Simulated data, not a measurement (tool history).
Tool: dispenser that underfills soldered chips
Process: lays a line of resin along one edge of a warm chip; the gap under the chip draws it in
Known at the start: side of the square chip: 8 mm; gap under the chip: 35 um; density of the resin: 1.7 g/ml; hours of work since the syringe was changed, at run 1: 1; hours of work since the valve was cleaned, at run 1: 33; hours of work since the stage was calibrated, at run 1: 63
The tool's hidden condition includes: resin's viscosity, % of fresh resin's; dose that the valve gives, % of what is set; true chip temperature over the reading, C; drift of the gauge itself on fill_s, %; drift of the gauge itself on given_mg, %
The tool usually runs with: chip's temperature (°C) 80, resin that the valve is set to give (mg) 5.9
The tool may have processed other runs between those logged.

run,hour,chip's temperature (°C),resin that the valve is set to give (mg),hours of work since the syringe was changed,hours of work since the valve was cleaned,hours of work since the stage was calibrated,time until the resin shows at the far edge (s),resin that the valve gave (mg)
1,0,80,5.9,1,33,63,151.5,5.77
2,4.8,80,7.19,4,36,66,181.2,6.96
# hour 7.7: new syringe of resin
3,11.6,80,7.19,3,40,71,162.9,6.99
4,16.3,80,7.19,6,43,74,200.3,7.07
# hour 17.4: new syringe of resin
5,23.1,80,5.9,4,48,78,179,5.64
# hour 27.3: new syringe of resin
6,30.1,80,5.9,2,52,83,162,5.81
7,36,80,5.9,6,56,86,205.2,5.63
# hour 37: new syringe of resin
8,41.1,80,5.9,3,59,90,169.1,5.65
# hour 46.8: new syringe of resin
9,46.9,80,5.9,0,63,93,145.8,5.69
10,54.2,80,5.9,5,68,98,197.4,5.67
# hour 56.3: new syringe of resin
11,61.4,80,5.9,3,73,103,175.4,5.7
# hour 65.7: new syringe of resin
12,65.7,80,5.9,0,75,106,148.8,5.69
13,70.5,80,5.9,3,78,109,173,5.77
14,74.1,72,5.9,6,81,111,268.5,5.66
# hour 75.5: new syringe of resin
15,81,72,5.9,4,85,116,238.8,5.6
# hour 85.1: new syringe of resin
16,85.3,72,5.9,0,88,118,196.7,5.63
17,92.6,72,5.9,5,93,123,262.5,5.65
# hour 94.5: new syringe of resin
18,96.7,72,5.9,1,95,126,213.6,5.44
# hour 103.8: new syringe of resin
19,104.8,72,5.9,1,100,131,198.8,5.59
20,109.1,77,6.38,4,103,134,194.9,5.89
# hour 113.4: new syringe of resin
21,115.1,72,7.63,1,107,138,201,7.07
22,119.2,72,7.63,4,110,140,242.4,7.13
# hour 123.2: new syringe of resin
23,125.4,82,5.9,1,114,144,148.7,5.41
24,130.1,81,5.32,5,117,147,188,4.96
# hour 133.1: new syringe of resin
25,137.6,76,6.07,3,122,152,204.3,5.55
# hour 142.4: new syringe of resin
26,142.4,89,6.07,0,125,155,108,5.6
# hour 150.2: dispensing valve cleaned and set on the balance
27,151.8,87,7.27,6,1,161,155.1,7.24
# hour 152.7: new syringe of resin
28,157.5,91,7.66,3,5,164,119.4,7.63
# hour 162.2: new syringe of resin
29,162.2,88,5.12,0,8,167,115.5,5.06

Run 30 comes next. What will it give?
30,167.4,86,7.55,3,11,171,?,?

time until the resin shows at the far edge (s): 141.8
resin that the valve gave (mg): 7.5
Were there no unlogged condition in the tool, this run, its random variation unchanged, would have produced time until the resin shows at the far edge (s) 111.7, resin that the valve gave (mg) 7.55.
